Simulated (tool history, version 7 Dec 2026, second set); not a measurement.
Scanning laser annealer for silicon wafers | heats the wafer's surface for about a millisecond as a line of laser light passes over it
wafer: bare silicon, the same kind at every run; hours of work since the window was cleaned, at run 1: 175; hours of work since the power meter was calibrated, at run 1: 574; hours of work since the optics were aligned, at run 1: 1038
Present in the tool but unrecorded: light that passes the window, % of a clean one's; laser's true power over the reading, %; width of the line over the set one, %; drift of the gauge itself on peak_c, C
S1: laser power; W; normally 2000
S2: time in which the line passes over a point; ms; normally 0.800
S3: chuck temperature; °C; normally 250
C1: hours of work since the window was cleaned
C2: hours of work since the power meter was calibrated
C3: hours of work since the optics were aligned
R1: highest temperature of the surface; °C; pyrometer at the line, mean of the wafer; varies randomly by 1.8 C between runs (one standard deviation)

| run | day | S1 | S2 | S3 | C1 | C2 | C3 | R1 |
|---|---|---|---|---|---|---|---|---|
| 1 | 0.000 | 2000 | 0.800 | 250 | 175 | 574 | 1038 | 1074 |
| 2 | 1.062 | 2000 | 0.800 | 248 | 190 | 590 | 1053 | 1075 |
| 3 | 1.700 | 2000 | 0.800 | 248 | 199 | 599 | 1062 | 1076 |
| 4 | 2.671 | 2173 | 0.800 | 250 | 213 | 613 | 1076 | 1152 |
| 5 | 3.321 | 2173 | 0.800 | 250 | 222 | 622 | 1085 | 1149 |
| 6 | 4.154 | 2000 | 0.800 | 250 | 234 | 634 | 1097 | 1078 |
| 7 | 4.958 | 2000 | 0.800 | 250 | 246 | 645 | 1109 | 1079 |
| 8 | 6.262 | 2000 | 0.800 | 250 | 264 | 664 | 1127 | 1079 |
| 9 | 7.329 | 2000 | 0.800 | 250 | 280 | 679 | 1143 | 1076 |
| 10 | 7.925 | 2000 | 0.800 | 250 | 288 | 688 | 1151 | 1080 |
| 11 | 8.658 | 2000 | 0.800 | 250 | 299 | 698 | 1162 | 1076 |
| 12 | 9.983 | 2000 | 0.800 | 250 | 318 | 717 | 1181 | 1079 |
| 13 | 11.275 | 2000 | 0.800 | 250 | 336 | 736 | 1199 | 1076 |
| 14 | 12.279 | 2000 | 0.800 | 250 | 350 | 750 | 1214 | 1078 |
| 15 | 13.050 | 2000 | 0.800 | 250 | 362 | 761 | 1225 | 1078 |
| 16 | 14.492 | 2123 | 0.800 | 250 | 382 | 782 | 1245 | 1133 |
| 17 | 15.521 | 2123 | 0.800 | 250 | 397 | 796 | 1260 | 1129 |
| 18 | 16.175 | 2000 | 0.992 | 250 | 406 | 806 | 1269 | 1189 |
| 19 | 17.188 | 2000 | 0.992 | 250 | 421 | 820 | 1284 | 1184 |
| 20 | 17.942 | 2000 | 0.992 | 250 | 432 | 831 | 1295 | 1188 |
| 21 | 19.225 | 2000 | 0.800 | 250 | 450 | 849 | 1313 | 1080 |
| 22 | 20.075 | 2196 | 0.733 | 250 | 462 | 862 | 1325 | 1113 |
| 23 | 21.150 | 2196 | 0.733 | 250 | 477 | 877 | 1340 | 1113 |

Run 24 has not been measured yet. What should we expect?
| 24 | 21.842 | 2196 | 0.733 | 250 | 487 | 887 | 1350 | ? |

{"run 24": {"R1": 1115}}
On a tool with no hidden condition, and with the same random variation, this run would have come out at R1 1117 °C.
